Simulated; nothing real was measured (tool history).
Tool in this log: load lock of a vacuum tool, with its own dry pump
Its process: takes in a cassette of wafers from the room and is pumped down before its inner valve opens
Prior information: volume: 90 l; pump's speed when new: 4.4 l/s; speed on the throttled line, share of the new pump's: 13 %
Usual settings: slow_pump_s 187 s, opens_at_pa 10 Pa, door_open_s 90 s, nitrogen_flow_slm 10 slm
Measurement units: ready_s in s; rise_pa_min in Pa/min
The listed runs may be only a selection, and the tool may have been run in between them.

run      day  slow_pump_s  opens_at_pa  door_open_s  nitrogen_flow_slm  incoming humidity of the room's air, %  ready_s  rise_pa_min
  1    0.000          187           10           90                 10                                    43.4    354.4        0.145
  2   10.621          187           10           49                 10                                    46.7    359.2        0.138
  3   18.250          187           10           49                 10                                    44.5    357.3        0.150
  4   25.396          187           10           49                 10                                    47.6    356.0        0.163
  5   30.800          187           10           49                 10                                    43.1    358.6        0.168
  6   39.679          187           10           49                 10                                    43.0    362.9        0.180
  7   48.912          187           10           49                 10                                    45.8    361.1        0.196
  8   57.050          187           10           49                 10                                    46.5    359.6        0.200
  9   65.000          187           10           49                 10                                    45.4    358.2        0.225
 10   74.300          196           10           49                 10                                    43.6    368.5        0.231
 11   84.250          101            8           72                  4                                    44.7    297.0        0.264
 12   95.567          162           13           90                 10                                    45.4    336.6        0.284
 13  100.838          209           13           67                  9                                    46.7    374.9        0.288
 14  110.196          209           13           67                  9                                    45.8    374.2        0.305
 15  120.588          187           10          233                 40                                    42.0    365.2        0.320
 16  128.858          187            8           90                 10                                    46.7    373.2        0.344
 17  139.125          187           10           64                 26                                    46.0    367.6        0.336

Forecast each of these 4 alternatives for the next run:
  A  146.296          128           13           64                 26                                    48.1        ?            ?
  B  146.296          125           17           90                 37                                    47.6        ?            ?
  C  146.296          155           10           90                 10                                    47.3        ?            ?
  D  146.296          174           10           56                 24                                    48.0        ?            ?

run  ready_s  rise_pa_min
  A    313.2        0.352
  B    305.6        0.358
  C    339.6        0.373
  D    350.6        0.353
Without the tool's unlogged condition, the same runs would have read:
run  ready_s  rise_pa_min
  A    296.6        0.025
  B    289.5        0.031
  C    323.0        0.046
  D    334.4        0.026

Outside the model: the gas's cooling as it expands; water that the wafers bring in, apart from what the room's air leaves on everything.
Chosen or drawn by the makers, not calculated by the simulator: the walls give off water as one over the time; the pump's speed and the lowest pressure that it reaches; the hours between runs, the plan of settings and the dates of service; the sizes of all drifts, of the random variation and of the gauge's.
